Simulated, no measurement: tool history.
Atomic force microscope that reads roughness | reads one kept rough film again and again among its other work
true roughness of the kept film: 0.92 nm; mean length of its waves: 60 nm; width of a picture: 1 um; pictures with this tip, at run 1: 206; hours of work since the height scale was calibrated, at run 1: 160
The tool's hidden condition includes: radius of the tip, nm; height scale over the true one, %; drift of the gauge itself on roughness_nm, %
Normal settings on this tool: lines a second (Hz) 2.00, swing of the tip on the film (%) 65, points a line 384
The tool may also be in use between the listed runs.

run	day	lines a second (Hz)	swing of the tip on the film (%)	points a line	pictures with this tip	hours of work since the height scale was calibrated	roughness of the kept film (nm (root mean square))
1	0.000	2.00	65	384	206	160	0.878
2	0.496	2.00	65	384	225	165	0.880
3	1.350	2.00	65	384	256	175	0.881
# day 1.567: new tip fitted
4	2.371	2.00	65	384	30	185	0.889
5	3.133	2.00	65	384	58	194	0.887
6	3.708	0.58	65	384	79	200	0.904
7	4.325	2.00	65	384	102	207	0.887
8	5.433	2.00	65	384	143	219	0.883
9	6.496	2.00	65	384	182	230	0.883
10	7.292	2.00	65	384	211	239	0.877
11	7.925	2.00	65	384	234	246	0.882
12	8.458	2.00	65	384	254	251	0.876
# day 8.683: new tip fitted
13	9.288	2.00	65	384	22	260	0.890
14	9.938	2.00	65	384	46	267	0.888
15	10.967	2.00	65	384	83	278	0.885
16	12.017	2.00	65	384	122	290	0.885
17	12.750	2.00	65	384	149	298	0.885
18	13.638	2.00	65	384	182	307	0.881
19	14.367	2.00	65	491	209	315	0.882
20	15.112	2.00	65	491	236	323	0.880
# day 15.888: new tip fitted
21	15.971	2.00	80	384	3	332	0.858
22	17.062	1.35	80	384	43	344	0.876
23	18.092	2.00	72	384	81	355	0.874
24	18.946	2.00	73	384	113	364	0.871
25	19.821	2.00	65	463	145	374	0.887
26	20.579	0.91	65	463	173	382	0.899
27	21.196	0.91	65	463	195	389	0.896
28	22.271	1.24	76	384	235	400	0.878
# day 23.054: new tip fitted
29	23.383	1.24	76	384	12	412	0.888
30	24.062	1.01	66	983	37	420	0.905
31	24.633	1.49	86	384	58	426	0.858
32	25.200	1.49	86	384	79	432	0.856
33	26.242	3.94	69	285	117	443	0.849
34	27.300	3.94	69	285	156	455	0.845
35	28.238	1.61	61	285	191	465	0.894
36	29.212	1.61	61	285	226	475	0.892
37	30.100	1.08	81	495	259	485	0.872
# day 30.233: new tip fitted
38	30.838	3.75	72	384	23	493	0.847
39	31.529	2.48	66	635	48	500	0.884
40	32.512	2.48	66	635	84	511	0.880
41	33.467	2.31	65	581	119	521	0.886
42	34.150	1.73	61	787	145	528	0.898
43	35.100	1.73	61	787	179	539	0.896
44	36.196	1.73	69	366	220	551	0.880
45	36.938	1.73	69	366	247	559	0.880
# day 37.400: new tip fitted
46	37.967	2.85	60	384	21	570	0.892
47	38.908	2.85	65	384	56	580	0.879
48	39.550	1.61	72	914	79	587	0.887
49	40.529	1.81	86	480	115	597	0.846
50	41.325	1.40	65	280	145	606	0.895
51	41.992	1.00	57	280	169	613	0.905
52	42.858	1.00	58	665	201	622	0.906
53	43.358	2.27	77	384	220	628	0.855

Hidden condition of the tool, last listed run before each entry between runs versus first listed run after:
In the gap between runs 3 and 4: new tip fitted (day 1.567)
  radius of the tip, nm: 19.7 -> 7; height scale over the true one, %: 0.43 -> 0.45
  what was measured, less what the result would be without the hidden state, roughness of the kept film (nm (root mean square)): -0.009 -> +0.003
In the gap between runs 12 and 13: new tip fitted (day 8.683)
  radius of the tip, nm: 20.3 -> 6.4; height scale over the true one, %: 0.55 -> 0.56
  what was measured, less what the result would be without the hidden state, roughness of the kept film (nm (root mean square)): -0.008 -> +0.003
In the gap between runs 20 and 21: new tip fitted (day 15.888)
  radius of the tip, nm: 19.5 -> 5.3; height scale over the true one, %: 0.66 -> 0.67
  what was measured, less what the result would be without the hidden state, roughness of the kept film (nm (root mean square)): -0.007 -> +0.005
In the gap between runs 28 and 29: new tip fitted (day 23.054)
  radius of the tip, nm: 19.6 -> 5.7; height scale over the true one, %: 0.77 -> 0.79
  what was measured, less what the result would be without the hidden state, roughness of the kept film (nm (root mean square)): -0.006 -> +0.006
In the gap between runs 37 and 38: new tip fitted (day 30.233)
  radius of the tip, nm: 20.6 -> 6.3; height scale over the true one, %: 0.9 -> 0.91
  what was measured, less what the result would be without the hidden state, roughness of the kept film (nm (root mean square)): -0.006 -> +0.007
In the gap between runs 45 and 46: new tip fitted (day 37.400)
  radius of the tip, nm: 20 -> 6.7; height scale over the true one, %: 1.01 -> 1.02
  what was measured, less what the result would be without the hidden state, roughness of the kept film (nm (root mean square)): -0.004 -> +0.008
